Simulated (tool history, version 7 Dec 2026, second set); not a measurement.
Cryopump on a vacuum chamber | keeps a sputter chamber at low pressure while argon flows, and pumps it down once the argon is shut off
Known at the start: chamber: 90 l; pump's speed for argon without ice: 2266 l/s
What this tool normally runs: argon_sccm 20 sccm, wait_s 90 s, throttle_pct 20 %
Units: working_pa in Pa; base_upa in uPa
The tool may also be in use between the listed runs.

run,hour,argon_sccm,wait_s,throttle_pct,working_pa,base_upa
1,0,20,90,20,0.0747,0.72
2,56.4,20,90,20,0.0752,0.72
3,131.8,20,90,20,0.0764,0.73
4,222.3,20,90,20,0.0775,0.8
5,287,28,90,20,0.1101,0.82
6,415,28,90,20,0.1049,0.75
7,482.2,20,53,20,0.076,1.14
8,587.2,20,53,20,0.0771,1.18
9,691.9,20,53,17,0.0921,1.14
10,801.1,20,53,17,0.0932,1.21
11,878.1,20,53,17,0.0891,1.18
12,980.4,20,90,20,0.0782,0.87
13,1099.8,20,90,20,0.079,0.93
14,1188.8,20,90,20,0.0798,0.97
15,1314.9,20,90,15,0.1012,0.84
16,1371.4,20,90,15,0.1021,0.89
17,1460.5,20,90,15,0.1031,0.93
18,1551,20,20,19,0.0828,2.75
19,1658.9,20,68,19,0.0852,1.24
20,1738.8,12,37,27,0.034,1.63
21,1822.1,22,215,15,0.1125,0.68
22,1921.2,22,215,20,0.0856,0.73
23,2027.5,15,94,20,0.059,1.08
24,2124,15,43,20,0.0571,1.17
25,2196.2,15,43,20,0.0571,1.24
26,2266.2,15,43,20,0.0586,1.24
27,2382.3,13,28,20,0.052,1.83
28,2450.5,20,23,16,0.0991,2.2
29,2504.7,13,224,17,0.0621,0.47
30,2578.9,13,224,17,0.0584,0.44
31,2691.2,11,25,26,0.0335,2.02
32,2812.7,20,107,20,0.0785,0.67
33,2911,8,60,32,0.0212,1.09

Removed from this log: 7 entries logged between the listed runs. Between which two listed runs does each belong, and how does the tool's hidden state at the listed run before it compare with that at the listed run after it?
From run 5 to run 6: pump warmed up, emptied and cooled again (hour 415)
  pump's speed, % of a pump's without ice: 81.5 -> 99.9; cold plate's temperature, K: 13.68 -> 13.72; leak into the chamber, uPa l/s: 532 -> 560
  measured value less the no-hidden-state value, working_pa: +0.0056 -> +0.0007 Pa; base_upa: +0.16 -> +0.13 uPa
From run 10 to run 11: pump warmed up, emptied and cooled again (hour 837.3)
  pump's speed, % of a pump's without ice: 75.7 -> 96.6; cold plate's temperature, K: 13.84 -> 13.86; leak into the chamber, uPa l/s: 654 -> 672
  measured value less the no-hidden-state value, working_pa: +0.0055 -> +0.0011 Pa; base_upa: +0.26 -> +0.18 uPa
From run 14 to run 15: pump warmed up, emptied and cooled again (hour 1257.4)
  pump's speed, % of a pump's without ice: 76.3 -> 95.9; cold plate's temperature, K: 13.96 -> 14; leak into the chamber, uPa l/s: 746 -> 774
  measured value less the no-hidden-state value, working_pa: +0.0054 -> +0.0013 Pa; base_upa: +0.32 -> +0.24 uPa
From run 19 to run 20: pump warmed up, emptied and cooled again (hour 1675.2)
  pump's speed, % of a pump's without ice: 72.5 -> 95.1; cold plate's temperature, K: 14.11 -> 14.13; leak into the chamber, uPa l/s: 858 -> 876
  measured value less the no-hidden-state value, working_pa: +0.0066 -> +0.0009 Pa; base_upa: +0.42 -> +0.29 uPa
From run 23 to run 24: pump warmed up, emptied and cooled again (hour 2097.3); leaking fittings of the chamber tightened, without venting (hour 2099.3)
  pump's speed, % of a pump's without ice: 75.7 -> 97.1; cold plate's temperature, K: 14.23 -> 14.25; leak into the chamber, uPa l/s: 943 -> 327
  measured value less the no-hidden-state value, working_pa: +0.0043 -> +0.0008 Pa; base_upa: +0.45 -> +0.02 uPa
From run 29 to run 30: pump warmed up, emptied and cooled again (hour 2514.7)
  pump's speed, % of a pump's without ice: 72 -> 96; cold plate's temperature, K: 14.38 -> 14.4; leak into the chamber, uPa l/s: 420 -> 439
  measured value less the no-hidden-state value, working_pa: +0.0044 -> +0.0009 Pa; base_upa: +0.14 -> +0.08 uPa
